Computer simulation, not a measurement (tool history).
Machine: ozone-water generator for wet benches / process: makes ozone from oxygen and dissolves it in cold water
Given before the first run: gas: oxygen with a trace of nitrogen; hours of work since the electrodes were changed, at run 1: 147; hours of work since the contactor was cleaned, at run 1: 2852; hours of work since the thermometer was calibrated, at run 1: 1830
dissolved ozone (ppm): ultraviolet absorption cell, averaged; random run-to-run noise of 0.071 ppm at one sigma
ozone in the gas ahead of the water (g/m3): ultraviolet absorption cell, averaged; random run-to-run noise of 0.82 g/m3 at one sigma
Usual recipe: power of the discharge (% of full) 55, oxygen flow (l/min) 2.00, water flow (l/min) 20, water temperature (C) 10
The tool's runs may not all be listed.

| run | day | power of the discharge (% of full) | oxygen flow (l/min) | water flow (l/min) | water temperature (C) | hours of work since the electrodes were changed | hours of work since the contactor was cleaned | hours of work since the thermometer was calibrated | dissolved ozone (ppm) | ozone in the gas ahead of the water (g/m3) |
|---|---|---|---|---|---|---|---|---|---|---|
| 1 | 0.000 | 55 | 2.00 | 20 | 10 | 147 | 2852 | 1830 | 8.58 | 135.0 |
| 2 | 0.817 | 55 | 2.00 | 20 | 10 | 166 | 2870 | 1849 | 8.56 | 136.0 |
| 3 | 2.133 | 55 | 2.00 | 20 | 10 | 196 | 2900 | 1879 | 8.68 | 135.6 |
| 4 | 4.000 | 55 | 2.00 | 20 | 10 | 238 | 2942 | 1921 | 8.63 | 134.7 |
| 5 | 5.479 | 55 | 2.00 | 20 | 10 | 272 | 2976 | 1954 | 8.77 | 134.2 |
| 6 | 6.929 | 55 | 2.00 | 15 | 10 | 304 | 3009 | 1987 | 11.28 | 137.4 |
| 7 | 8.271 | 55 | 2.00 | 15 | 10 | 335 | 3039 | 2018 | 11.16 | 134.4 |
| 8 | 10.058 | 55 | 2.00 | 20 | 10 | 375 | 3080 | 2058 | 8.53 | 134.6 |
| 9 | 11.042 | 55 | 2.00 | 20 | 10 | 398 | 3102 | 2080 | 8.58 | 136.1 |
| 10 | 12.625 | 55 | 2.00 | 19 | 10 | 434 | 3138 | 2116 | 8.86 | 134.1 |
| 11 | 14.304 | 55 | 2.00 | 19 | 10 | 472 | 3176 | 2154 | 9.09 | 134.7 |
| 12 | 15.588 | 55 | 2.00 | 19 | 10 | 501 | 3205 | 2183 | 8.95 | 133.9 |
| 13 | 16.571 | 55 | 2.00 | 19 | 10 | 523 | 3227 | 2206 | 8.93 | 135.8 |
| 14 | 18.467 | 55 | 2.00 | 20 | 12 | 566 | 3270 | 2249 | 8.50 | 134.6 |
| 15 | 19.625 | 55 | 2.00 | 18 | 12 | 592 | 3297 | 2275 | 9.34 | 135.0 |
| 16 | 21.192 | 70 | 2.00 | 18 | 12 | 628 | 3332 | 2310 | 11.11 | 160.9 |
|  | 21.579 | contactor cleaned |
| 17 | 22.262 | 70 | 2.00 | 18 | 12 | 648 | 16 | 2331 | 11.61 | 160.9 |
| 18 | 24.008 | 55 | 1.47 | 17 | 10 | 688 | 55 | 2371 | 9.56 | 157.5 |

Consider 3 possible next runs. They are alternatives, not a sequence: every one starts from the tool as it was left by run 18. What does each give?
| A | 25.796 | 55 | 1.47 | 19 | 10 | 728 | 96 | 2411 | ? | ? |
| B | 25.796 | 80 | 2.00 | 31 | 15 | 728 | 96 | 2411 | ? | ? |
| C | 25.796 | 69 | 1.49 | 20 | 14 | 728 | 96 | 2411 | ? | ? |

| run | dissolved ozone (ppm) | ozone in the gas ahead of the water (g/m3) |
|---|---|---|
| A | 8.54 | 158.8 |
| B | 7.39 | 177.4 |
| C | 9.37 | 184.3 |
Without the tool's unlogged condition, the same runs would have read:
| run | dissolved ozone (ppm) | ozone in the gas ahead of the water (g/m3) |
|---|---|---|
| A | 8.66 | 160.4 |
| B | 7.51 | 179.8 |
| C | 9.52 | 186.5 |

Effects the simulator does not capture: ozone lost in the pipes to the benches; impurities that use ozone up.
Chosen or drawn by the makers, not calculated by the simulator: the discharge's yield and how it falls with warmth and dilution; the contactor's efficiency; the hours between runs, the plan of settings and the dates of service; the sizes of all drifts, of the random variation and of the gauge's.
